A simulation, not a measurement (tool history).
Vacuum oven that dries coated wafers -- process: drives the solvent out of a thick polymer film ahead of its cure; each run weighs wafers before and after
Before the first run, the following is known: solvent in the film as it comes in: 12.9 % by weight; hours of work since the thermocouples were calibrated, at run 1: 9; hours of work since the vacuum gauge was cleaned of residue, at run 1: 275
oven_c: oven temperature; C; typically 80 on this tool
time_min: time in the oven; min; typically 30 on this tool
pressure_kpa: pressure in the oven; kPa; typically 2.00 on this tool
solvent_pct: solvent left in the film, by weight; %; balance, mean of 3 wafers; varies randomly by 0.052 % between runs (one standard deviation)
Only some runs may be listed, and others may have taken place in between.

run    hour  oven_c  time_min  pressure_kpa  hours of work since the thermocouples were calibrated  hours of work since the vacuum gauge was cleaned of residue  solvent_pct
  1     0.0      80        30          2.00                                                      9                                                          275         1.36
  2    42.6      80        30          2.00                                                     36                                                          303         1.34
  3    99.1      80        30          2.00                                                     73                                                          339         1.41
  4   147.9      80        30          2.00                                                    104                                                          371         1.35
  5   195.0      80        30          2.00                                                    135                                                          401         1.38
  6   229.3      80        30          2.00                                                    157                                                          423         1.41
  7   300.3      80        30          2.37                                                    203                                                          469         1.58
  8   376.8      73        30          2.00                                                    252                                                          519         2.48
  9   437.5      86        30          2.00                                                    291                                                          558         0.91
 10   510.6      86        30          2.00                                                    339                                                          605         0.92
 11   570.0      80        30          2.00                                                    377                                                          643         1.50
 12   602.6      80        30          2.00                                                    398                                                          665         1.47
 13   647.8      80        30          2.00                                                    427                                                          694         1.47
 14   694.9      80        30          2.00                                                    458                                                          724         1.52
 15   740.6      80        30          2.00                                                    487                                                          754         1.51
 16   782.5      72        30          2.00                                                    514                                                          781         2.74
 17   857.2      72        30          1.71                                                    562                                                          829         2.71
 18   891.3      80        30          2.00                                                    585                                                          851         1.58
 19   954.1      80        30          2.00                                                    625                                                          892         1.60
 20  1010.7      80        30          2.37                                                    662                                                          928         1.74
 21  1068.1      80        30          2.00                                                    699                                                          965         1.57
 22  1111.4      83        21          1.49                                                    727                                                          993         1.83
 23  1171.7      83        21          1.49                                                    766                                                         1032         1.87
 24  1246.1      72        35          6.78                                                    814                                                         1080         4.81
 25  1279.9      69        15          6.78                                                    835                                                         1102         7.68
 26  1336.2      76        30          6.45                                                    872                                                         1138         4.10
 27  1393.2      71        32          2.00                                                    909                                                         1175         3.11
 28  1427.7      71        32          6.82                                                    931                                                         1197         5.44
 29  1491.7      71        32          6.82                                                    972                                                         1239         5.34
 30  1545.1      71        32          6.82                                                   1007                                                         1273         5.20
 31  1606.2      71        32          6.82                                                   1046                                                         1313         5.35
 32  1655.2      71        32          6.82                                                   1078                                                         1344         5.50
 33  1708.0      68        21          2.86                                                   1112                                                         1378         5.58
 34  1763.1      68        21          2.86                                                   1148                                                         1414         5.53
 35  1823.8      78        29          1.46                                                   1187                                                         1453         1.94
     1878.9  -- vacuum gauge cleaned of residue and calibrated
 36  1887.7      78        29          1.46                                                   1227                                                            6         1.75
 37  1964.7      80        49          7.82                                                   1277                                                           55         3.10
 38  2041.0      95        43          2.29                                                   1326                                                          105         0.47
 39  2113.8      80        23          2.00                                                   1373                                                          152         2.27
 40  2178.5      74        23          3.47                                                   1415                                                          194         4.06
 41  2241.9      71        30          1.51                                                   1456                                                          234         3.13

Alternative continuations, all from the tool just after run 41; predict every row:
  A  2277.5      71        30          1.08                                                   1479                                                          257            ?
  B  2277.5      80        33          2.00                                                   1479                                                          257            ?
  C  2277.5      71        30          3.69                                                   1479                                                          257            ?

run  solvent_pct
  A         2.97
  B         1.47
  C         4.09
What these runs would have given with no unlogged condition in the tool:
run  solvent_pct
  A         2.51
  B         1.20
  C         3.58
